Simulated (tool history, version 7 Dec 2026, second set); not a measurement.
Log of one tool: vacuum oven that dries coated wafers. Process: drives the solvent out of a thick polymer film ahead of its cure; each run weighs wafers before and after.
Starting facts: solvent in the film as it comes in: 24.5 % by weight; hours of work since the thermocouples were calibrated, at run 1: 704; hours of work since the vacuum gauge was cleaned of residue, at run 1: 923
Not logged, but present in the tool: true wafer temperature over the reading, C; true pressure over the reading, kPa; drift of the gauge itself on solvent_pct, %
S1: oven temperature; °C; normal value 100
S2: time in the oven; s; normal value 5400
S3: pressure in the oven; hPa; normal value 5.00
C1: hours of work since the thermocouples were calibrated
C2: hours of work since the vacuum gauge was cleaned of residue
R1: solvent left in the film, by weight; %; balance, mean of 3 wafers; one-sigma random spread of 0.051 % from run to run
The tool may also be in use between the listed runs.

run 1 day=0.000 | S1=100 S2=5400 S3=5.00 | C1=704 C2=923 | R1=1.34
run 2 day=2.525 | S1=100 S2=5400 S3=5.00 | C1=743 C2=962 | R1=1.51
run 3 day=5.058 | S1=100 S2=5400 S3=5.00 | C1=782 C2=1000 | R1=1.51
run 4 day=7.025 | S1=100 S2=5400 S3=5.00 | C1=812 C2=1031 | R1=1.48
run 5 day=8.829 | S1=100 S2=5400 S3=5.00 | C1=840 C2=1058 | R1=1.44
run 6 day=10.050 | S1=100 S2=5400 S3=5.00 | C1=859 C2=1077 | R1=1.44
run 7 day=12.175 | S1=100 S2=5400 S3=5.00 | C1=891 C2=1110 | R1=1.47
run 8 day=14.033 | S1=100 S2=5400 S3=5.00 | C1=920 C2=1138 | R1=1.50
run 9 day=16.796 | S1=100 S2=5400 S3=5.00 | C1=962 C2=1181 | R1=1.55
run 10 day=18.396 | S1=100 S2=5400 S3=17.16 | C1=987 C2=1205 | R1=2.09
run 11 day=20.846 | S1=100 S2=5400 S3=17.16 | C1=1024 C2=1243 | R1=2.09
run 12 day=22.979 | S1=100 S2=5400 S3=17.16 | C1=1057 C2=1276 | R1=2.17
run 13 day=24.750 | S1=100 S2=5400 S3=17.16 | C1=1084 C2=1303 | R1=2.00
run 14 day=26.488 | S1=100 S2=5400 S3=17.16 | C1=1111 C2=1330 | R1=2.12
run 15 day=27.667 | S1=100 S2=5400 S3=17.16 | C1=1129 C2=1348 | R1=2.18
run 16 day=28.833 | S1=100 S2=5400 S3=5.00 | C1=1147 C2=1366 | R1=1.57
run 17 day=30.650 | S1=100 S2=5400 S3=5.00 | C1=1175 C2=1394 | R1=1.55
run 18 day=32.521 | S1=100 S2=5400 S3=5.00 | C1=1204 C2=1422 | R1=1.66
run 19 day=33.912 | S1=100 S2=5400 S3=5.00 | C1=1225 C2=1444 | R1=1.57
run 20 day=36.429 | S1=100 S2=5400 S3=5.00 | C1=1264 C2=1483 | R1=1.69
run 21 day=38.475 | S1=100 S2=5400 S3=5.00 | C1=1295 C2=1514 | R1=1.65
run 22 day=40.429 | S1=100 S2=5400 S3=5.00 | C1=1325 C2=1544 | R1=1.59
run 23 day=42.542 | S1=100 S2=5400 S3=16.39 | C1=1358 C2=1577 | R1=2.16
run 24 day=44.438 | S1=100 S2=5400 S3=16.39 | C1=1387 C2=1606 | R1=2.12
run 25 day=46.142 | S1=100 S2=3180 S3=16.39 | C1=1413 C2=1632 | R1=4.78
run 26 day=48.475 | S1=100 S2=3180 S3=16.39 | C1=1449 C2=1668 | R1=4.80
run 27 day=49.942 | S1=100 S2=5280 S3=12.43 | C1=1472 C2=1690 | R1=2.19
run 28 day=52.350 | S1=100 S2=5280 S3=12.43 | C1=1509 C2=1727 | R1=2.00
run 29 day=54.621 | S1=110 S2=5280 S3=12.43 | C1=1543 C2=1762 | R1=0.78
run 30 day=55.883 | S1=105 S2=5280 S3=12.43 | C1=1563 C2=1781 | R1=1.22
run 31 day=57.262 | S1=105 S2=5280 S3=12.43 | C1=1584 C2=1803 | R1=1.15
run 32 day=59.879 | S1=110 S2=3840 S3=5.05 | C1=1624 C2=1843 | R1=0.95
run 33 day=62.596 | S1=110 S2=3840 S3=5.05 | C1=1666 C2=1885 | R1=0.92
run 34 day=64.162 | S1=110 S2=3840 S3=5.05 | C1=1690 C2=1909 | R1=1.02
run 35 day=65.304 | S1=97 S2=6000 S3=5.05 | C1=1708 C2=1926 | R1=2.08
run 36 day=67.621 | S1=99 S2=6000 S3=12.07 | C1=1743 C2=1962 | R1=1.85
run 37 day=69.850 | S1=99 S2=6000 S3=12.07 | C1=1777 C2=1996 | R1=2.05
-- day=70.350 oven's thermocouples calibrated
run 38 day=72.362 | S1=99 S2=6000 S3=12.07 | C1=31 C2=2033 | R1=1.55
run 39 day=75.121 | S1=99 S2=6000 S3=12.07 | C1=73 C2=2076 | R1=1.54
run 40 day=77.142 | S1=99 S2=6000 S3=12.07 | C1=104 C2=2107 | R1=1.54
run 41 day=79.442 | S1=99 S2=6000 S3=12.07 | C1=140 C2=2142 | R1=1.53
run 42 day=81.771 | S1=86 S2=3300 S3=14.69 | C1=175 C2=2178 | R1=9.99
run 43 day=83.608 | S1=108 S2=3780 S3=9.67 | C1=204 C2=2206 | R1=1.14
run 44 day=85.562 | S1=108 S2=3780 S3=9.67 | C1=234 C2=2236 | R1=1.25
run 45 day=88.079 | S1=100 S2=3300 S3=5.00 | C1=272 C2=2275 | R1=3.51
run 46 day=90.792 | S1=100 S2=5400 S3=4.06 | C1=314 C2=2317 | R1=1.33
run 47 day=92.642 | S1=113 S2=8160 S3=8.43 | C1=343 C2=2345 | R1=0.46

Each run again, without the hidden state but with its own random variation kept:
run=1 R1=1.03
run=2 R1=1.17
run=3 R1=1.18
run=4 R1=1.13
run=5 R1=1.08
run=6 R1=1.07
run=7 R1=1.09
run=8 R1=1.11
run=9 R1=1.15
run=10 R1=1.66
run=11 R1=1.64
run=12 R1=1.70
run=13 R1=1.52
run=14 R1=1.64
run=15 R1=1.69
run=16 R1=1.11
run=17 R1=1.08
run=18 R1=1.18
run=19 R1=1.08
run=20 R1=1.19
run=21 R1=1.14
run=22 R1=1.07
run=23 R1=1.60
run=24 R1=1.56
run=25 R1=3.91
run=26 R1=3.92
run=27 R1=1.58
run=28 R1=1.39
run=29 R1=0.52
run=30 R1=0.80
run=31 R1=0.73
run=32 R1=0.56
run=33 R1=0.53
run=34 R1=0.60
run=35 R1=1.35
run=36 R1=1.18
run=37 R1=1.38
run=38 R1=1.33
run=39 R1=1.31
run=40 R1=1.30
run=41 R1=1.29
run=42 R1=9.73
run=43 R1=0.94
run=44 R1=1.05
run=45 R1=3.25
run=46 R1=1.04
run=47 R1=0.27
